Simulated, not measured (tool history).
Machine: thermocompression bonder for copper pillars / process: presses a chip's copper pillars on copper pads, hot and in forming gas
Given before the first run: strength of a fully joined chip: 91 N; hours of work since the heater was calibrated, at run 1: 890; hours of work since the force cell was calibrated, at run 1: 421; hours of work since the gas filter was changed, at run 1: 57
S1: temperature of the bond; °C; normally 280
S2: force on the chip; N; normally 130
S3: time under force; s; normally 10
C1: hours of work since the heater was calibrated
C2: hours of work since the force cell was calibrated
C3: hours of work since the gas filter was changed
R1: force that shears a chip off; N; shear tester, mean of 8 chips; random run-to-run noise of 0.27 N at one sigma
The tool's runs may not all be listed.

Run 1, hour 0.0: usual settings; C1 890; C2 421; C3 57. Result: R1 32.0 N.
Run 2, hour 61.9: usual settings; C1 936; C2 467; C3 103. Result: R1 30.4 N.
At hour 105.8: forming gas filter changed.
Run 3, hour 118.6: usual settings; C1 977; C2 508; C3 9. Result: R1 33.0 N.
Run 4, hour 165.4: usual settings; C1 1012; C2 543; C3 44. Result: R1 32.0 N.
Run 5, hour 223.6: usual settings but S1 272 °C; C1 1054; C2 585; C3 87. Result: R1 27.7 N.
Run 6, hour 273.4: usual settings but S1 269 °C; C1 1091; C2 622; C3 124. Result: R1 26.5 N.
At hour 287.1: forming gas filter changed.
Run 7, hour 326.3: usual settings but S2 91 N; C1 1130; C2 661; C3 29. Result: R1 22.7 N.
Run 8, hour 359.0: usual settings but S2 91 N; C1 1154; C2 685; C3 53. Result: R1 22.1 N.
Run 9, hour 392.9: usual settings but S2 91 N; C1 1179; C2 710; C3 78. Result: R1 21.1 N.
Run 10, hour 455.9: usual settings but S2 91 N; C1 1225; C2 756; C3 124. Result: R1 20.5 N.

Run 11 comes next. What will it give?
At hour 470.2: forming gas filter changed.
Run 11, hour 517.7: usual settings but S1 286 °C, S2 110 N, S3 6 s; C1 1270; C2 801; C3 35. Result: R1 ?.

Run 11 produced R1 24.1 N.
With the hidden condition absent and the run-to-run variation left alone, this run would have shown R1 23.6 N.
